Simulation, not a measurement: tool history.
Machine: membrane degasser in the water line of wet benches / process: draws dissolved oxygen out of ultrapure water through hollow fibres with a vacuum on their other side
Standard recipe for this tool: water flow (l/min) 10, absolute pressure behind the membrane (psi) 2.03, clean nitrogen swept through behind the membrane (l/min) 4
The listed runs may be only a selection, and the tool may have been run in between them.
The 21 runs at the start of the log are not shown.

run	hour	water flow (l/min)	absolute pressure behind the membrane (psi)	clean nitrogen swept through behind the membrane (l/min)	dissolved oxygen in the water behind the degasser (ppb)	pressure that the water loses in the fibres (psi)
22	6097.6	10	2.39	4	94.7	7.773
23	6287.7	10	2.64	4.78	89.6	7.751
24	6579	14	2.03	4.08	133.8	10.831
25	6751	14	2.03	4.08	133	10.937
26	6965.9	10	1.73	5.77	49	7.848
27	7234.8	6	1.36	1.97	51.3	4.663
28	7395.9	6	1.36	1.97	51.5	4.698
29	7580.3	13	2.03	2.37	180.4	10.129
30	7939.7	10	4.68	10.47	81.7	7.845
31	8240.4	10	4.68	10.47	81.8	7.787
32	8504.3	10	2.03	3.24	96.4	7.832

4 options for the next run, each taken on its own from the tool as it stands now. Forecast them:
# hour 8600.2: vacuum gauge calibrated
A	8847.7	10	2.03	3.89	?	?
# hour 8600.2: vacuum gauge calibrated
B	8847.7	8	2.03	2.67	?	?
# hour 8600.2: vacuum gauge calibrated
C	8847.7	9	2.1	3.24	?	?
# hour 8600.2: vacuum gauge calibrated
D	8847.7	10	1.44	3.24	?	?

run	dissolved oxygen in the water behind the degasser (ppb)	pressure that the water loses in the fibres (psi)
A	81.4	7.816
B	86.4	6.282
C	86.2	7.058
D	61.4	7.818
With no hidden state in the tool, these same runs would have given:
run	dissolved oxygen in the water behind the degasser (ppb)	pressure that the water loses in the fibres (psi)
A	74.5	7.188
B	81.2	5.777
C	80.3	6.49
D	55.4	7.188
